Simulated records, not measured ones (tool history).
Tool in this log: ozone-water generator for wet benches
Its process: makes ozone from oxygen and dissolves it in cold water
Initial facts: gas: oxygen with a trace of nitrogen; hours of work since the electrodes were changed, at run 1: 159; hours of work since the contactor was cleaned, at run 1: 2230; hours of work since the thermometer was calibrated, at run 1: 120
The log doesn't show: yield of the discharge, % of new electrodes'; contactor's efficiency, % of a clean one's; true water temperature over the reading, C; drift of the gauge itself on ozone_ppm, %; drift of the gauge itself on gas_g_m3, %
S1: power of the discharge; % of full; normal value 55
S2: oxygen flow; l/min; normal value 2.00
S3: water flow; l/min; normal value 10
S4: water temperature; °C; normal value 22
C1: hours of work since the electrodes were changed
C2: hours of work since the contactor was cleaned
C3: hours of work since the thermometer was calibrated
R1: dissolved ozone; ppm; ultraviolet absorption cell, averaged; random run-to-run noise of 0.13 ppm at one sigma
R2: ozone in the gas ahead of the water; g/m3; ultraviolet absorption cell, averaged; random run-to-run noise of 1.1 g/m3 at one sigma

Run 1, hour 0.0: usual settings; C1 159; C2 2230; C3 120. Result: R1 14.0 ppm, R2 204.5 g/m3.
Run 2, hour 19.6: usual settings; C1 172; C2 2242; C3 132. Result: R1 14.1 ppm, R2 205.3 g/m3.
Run 3, hour 54.4: usual settings but S2 2.14 l/min; C1 193; C2 2264; C3 154. Result: R1 14.3 ppm, R2 197.8 g/m3.
Run 4, hour 91.0: usual settings but S2 2.14 l/min, S4 15 °C; C1 216; C2 2287; C3 177. Result: R1 15.7 ppm, R2 200.1 g/m3.
Run 5, hour 126.0: usual settings but S2 2.14 l/min, S4 15 °C; C1 238; C2 2309; C3 199. Result: R1 15.7 ppm, R2 197.9 g/m3.
Run 6, hour 165.0: usual settings but S1 81 % of full; C1 262; C2 2333; C3 223. Result: R1 17.6 ppm, R2 258.6 g/m3.
Run 7, hour 192.4: usual settings but S1 81 % of full; C1 280; C2 2350; C3 240. Result: R1 17.9 ppm, R2 260.4 g/m3.
Run 8, hour 209.2: usual settings but S1 81 % of full; C1 290; C2 2361; C3 251. Result: R1 17.6 ppm, R2 261.6 g/m3.
Run 9, hour 240.3: usual settings; C1 310; C2 2380; C3 270. Result: R1 14.2 ppm, R2 207.7 g/m3.
Run 10, hour 272.1: usual settings but S2 1.41 l/min; C1 329; C2 2400; C3 290. Result: R1 13.5 ppm, R2 247.0 g/m3.
Run 11, hour 297.7: usual settings but S2 1.41 l/min; C1 346; C2 2416; C3 306. Result: R1 13.6 ppm, R2 246.6 g/m3.
Run 12, hour 330.8: usual settings but S2 1.41 l/min; C1 366; C2 2437; C3 327. Result: R1 13.5 ppm, R2 246.8 g/m3.
Run 13, hour 354.0: usual settings but S4 17 °C; C1 381; C2 2451; C3 341. Result: R1 15.0 ppm, R2 210.1 g/m3.
Run 14, hour 378.8: usual settings but S1 80 % of full, S2 1.23 l/min, S4 23 °C; C1 396; C2 2467; C3 357. Result: R1 16.1 ppm, R2 327.9 g/m3.
Run 15, hour 402.5: usual settings but S1 80 % of full, S2 1.23 l/min, S4 23 °C; C1 411; C2 2482; C3 372. Result: R1 16.1 ppm, R2 326.6 g/m3.
Run 16, hour 439.8: usual settings but S3 7 l/min, S4 25 °C; C1 434; C2 2505; C3 395. Result: R1 19.4 ppm, R2 209.9 g/m3.
Run 17, hour 461.7: usual settings but S1 67 % of full, S2 1.13 l/min; C1 448; C2 2519; C3 409. Result: R1 14.5 ppm, R2 309.6 g/m3.
Run 18, hour 490.2: usual settings but S1 67 % of full, S2 1.13 l/min; C1 466; C2 2537; C3 427. Result: R1 14.3 ppm, R2 306.6 g/m3.
Run 19, hour 523.1: usual settings but S2 2.09 l/min, S3 12 l/min; C1 487; C2 2557; C3 447. Result: R1 11.7 ppm, R2 203.5 g/m3.
At hour 556.3: contactor cleaned.
Run 20, hour 562.8: usual settings but S1 57 % of full, S2 1.08 l/min, S3 14 l/min, S4 30 °C; C1 509; C2 4; C3 470. Result: R1 7.8 ppm, R2 291.4 g/m3.
At hour 583.5: gauge calibrated.
Run 21, hour 587.4: usual settings but S1 57 % of full, S2 1.08 l/min, S3 14 l/min, S4 30 °C; C1 524; C2 19; C3 485. Result: R1 7.9 ppm, R2 281.3 g/m3.
Run 22, hour 621.3: usual settings but S1 57 % of full, S2 1.08 l/min, S3 14 l/min, S4 30 °C; C1 545; C2 41; C3 506. Result: R1 8.0 ppm, R2 282.0 g/m3.
Run 23, hour 654.9: usual settings but S1 56 % of full, S2 1.49 l/min; C1 566; C2 62; C3 527. Result: R1 13.7 ppm, R2 238.3 g/m3.

What if the next run were any one of these 4? Each begins from the tool's condition after run 23:
Run A, hour 691.1: usual settings but S3 9 l/min; C1 589; C2 84; C3 550. Result: R1 ?, R2 ?.
Run B, hour 691.1: usual settings but S1 95 % of full, S2 1.88 l/min; C1 589; C2 84; C3 550. Result: R1 ?, R2 ?.
Run C, hour 691.1: usual settings but S1 57 % of full, S2 1.25 l/min, S4 16 °C; C1 589; C2 84; C3 550. Result: R1 ?, R2 ?.
Run D, hour 691.1: usual settings but S3 16 l/min, S4 21 °C; C1 589; C2 84; C3 550. Result: R1 ?, R2 ?.

run    R1     R2
  A  15.5  204.6
  B  19.3  292.0
  C  14.3  263.0
  D   8.2  205.6
Had the tool no hidden state, the same runs would have come out as:
run    R1     R2
  A  15.5  203.6
  B  19.3  290.5
  C  14.3  261.7
  D   8.2  204.5
